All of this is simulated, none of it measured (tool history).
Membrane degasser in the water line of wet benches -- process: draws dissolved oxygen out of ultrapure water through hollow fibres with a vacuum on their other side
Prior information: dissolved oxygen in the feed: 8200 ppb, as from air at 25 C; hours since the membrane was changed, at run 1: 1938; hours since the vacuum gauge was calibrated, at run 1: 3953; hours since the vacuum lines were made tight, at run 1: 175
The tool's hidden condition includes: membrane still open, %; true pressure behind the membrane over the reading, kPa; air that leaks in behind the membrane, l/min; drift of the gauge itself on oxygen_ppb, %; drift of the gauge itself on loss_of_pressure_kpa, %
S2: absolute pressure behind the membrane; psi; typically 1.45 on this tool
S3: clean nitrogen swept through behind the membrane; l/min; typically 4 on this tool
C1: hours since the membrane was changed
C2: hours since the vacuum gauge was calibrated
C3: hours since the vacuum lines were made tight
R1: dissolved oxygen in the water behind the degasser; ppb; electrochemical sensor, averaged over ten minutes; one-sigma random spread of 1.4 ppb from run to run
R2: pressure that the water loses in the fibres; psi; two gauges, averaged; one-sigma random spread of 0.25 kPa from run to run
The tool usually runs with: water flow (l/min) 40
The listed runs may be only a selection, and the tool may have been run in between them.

{"run": 1, "hour": 0.0, "water flow (l/min)": 40, "S2": 1.45, "S3": 4, "C1": 1938, "C2": 3953, "C3": 175, "R1": 170.5, "R2": 9.638}
{"run": 2, "hour": 65.9, "water flow (l/min)": 40, "S2": 1.45, "S3": 4, "C1": 2003, "C2": 4019, "C3": 241, "R1": 172.6, "R2": 9.71}
{"run": 3, "hour": 136.8, "water flow (l/min)": 40, "S2": 1.45, "S3": 4, "C1": 2074, "C2": 4090, "C3": 312, "R1": 169.9, "R2": 9.72}
{"run": 4, "hour": 178.3, "water flow (l/min)": 40, "S2": 1.45, "S3": 4, "C1": 2116, "C2": 4132, "C3": 353, "R1": 172.2, "R2": 9.69}
{"run": 5, "hour": 263.3, "water flow (l/min)": 45, "S2": 1.45, "S3": 4, "C1": 2201, "C2": 4216, "C3": 438, "R1": 193.1, "R2": 10.859}
{"run": 6, "hour": 333.0, "water flow (l/min)": 45, "S2": 1.45, "S3": 4, "C1": 2271, "C2": 4286, "C3": 508, "R1": 192.2, "R2": 10.894}
{"run": 7, "hour": 419.8, "water flow (l/min)": 40, "S2": 1.45, "S3": 4, "C1": 2357, "C2": 4373, "C3": 595, "R1": 170.8, "R2": 9.674}
{"run": 8, "hour": 488.7, "water flow (l/min)": 40, "S2": 2.64, "S3": 4, "C1": 2426, "C2": 4442, "C3": 664, "R1": 352.6, "R2": 9.693}
{"run": 9, "hour": 537.0, "water flow (l/min)": 40, "S2": 1.45, "S3": 4, "C1": 2475, "C2": 4490, "C3": 712, "R1": 173.2, "R2": 9.671}

What will run 10 give?
{"run": 10, "hour": 585.2, "water flow (l/min)": 40, "S2": 2.26, "S3": 7.08, "C1": 2523, "C2": 4538, "C3": 760, "R1": "?", "R2": "?"}

R1: 182.4 ppb
R2: 9.697 psi
On a tool with no hidden condition, and with the same random variation, this run would have come out at R1 182.3 ppb, R2 9.696 psi.
